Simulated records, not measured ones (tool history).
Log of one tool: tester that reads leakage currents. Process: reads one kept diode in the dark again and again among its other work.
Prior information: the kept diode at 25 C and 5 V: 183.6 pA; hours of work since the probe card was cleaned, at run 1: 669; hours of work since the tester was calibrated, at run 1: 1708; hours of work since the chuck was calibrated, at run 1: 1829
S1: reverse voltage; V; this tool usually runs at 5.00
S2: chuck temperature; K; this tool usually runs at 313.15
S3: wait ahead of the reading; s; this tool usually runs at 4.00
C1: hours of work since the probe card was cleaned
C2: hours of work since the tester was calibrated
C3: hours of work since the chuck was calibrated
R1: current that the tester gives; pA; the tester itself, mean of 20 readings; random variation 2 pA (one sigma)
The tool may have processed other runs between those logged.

run	hour	S1	S2	S3	C1	C2	C3	R1
1	0.0	5.00	313.15	4.00	669	1708	1829	649.49
2	45.3	10.46	313.15	4.00	692	1731	1851	987.26
3	133.8	5.00	313.15	4.00	735	1774	1895	648.03
4	233.2	5.00	313.15	4.00	784	1823	1944	648.59
5	291.7	6.54	313.15	4.00	813	1852	1972	753.31
6	364.5	3.87	328.15	5.49	849	1888	2008	1774.28
7	409.2	3.87	328.15	5.49	871	1910	2030	1771.75
8	505.5	3.87	328.15	5.49	918	1958	2078	1772.60
9	594.3	4.41	314.15	2.95	962	2001	2122	656.91
10	680.1	18.30	312.15	0.96	1005	2044	2164	1242.57

Forecast each of these 5 alternatives for the next run:
# hour 748.2: chuck's temperature calibrated
A	773.0	8.19	313.15	5.45	1049	2089	12	?
# hour 748.2: chuck's temperature calibrated
B	773.0	2.15	305.15	5.12	1049	2089	12	?
# hour 748.2: chuck's temperature calibrated
C	773.0	18.30	295.15	1.74	1049	2089	12	?
# hour 748.2: chuck's temperature calibrated
D	773.0	5.00	322.15	4.00	1049	2089	12	?
# hour 748.2: chuck's temperature calibrated
E	773.0	2.50	313.15	0.53	1049	2089	12	?

run	R1
A	853.43
B	209.40
C	291.30
D	1316.10
E	438.89
What these runs would have given with no unlogged condition in the tool:
run	R1
A	853.30
B	209.36
C	291.15
D	1315.94
E	438.83

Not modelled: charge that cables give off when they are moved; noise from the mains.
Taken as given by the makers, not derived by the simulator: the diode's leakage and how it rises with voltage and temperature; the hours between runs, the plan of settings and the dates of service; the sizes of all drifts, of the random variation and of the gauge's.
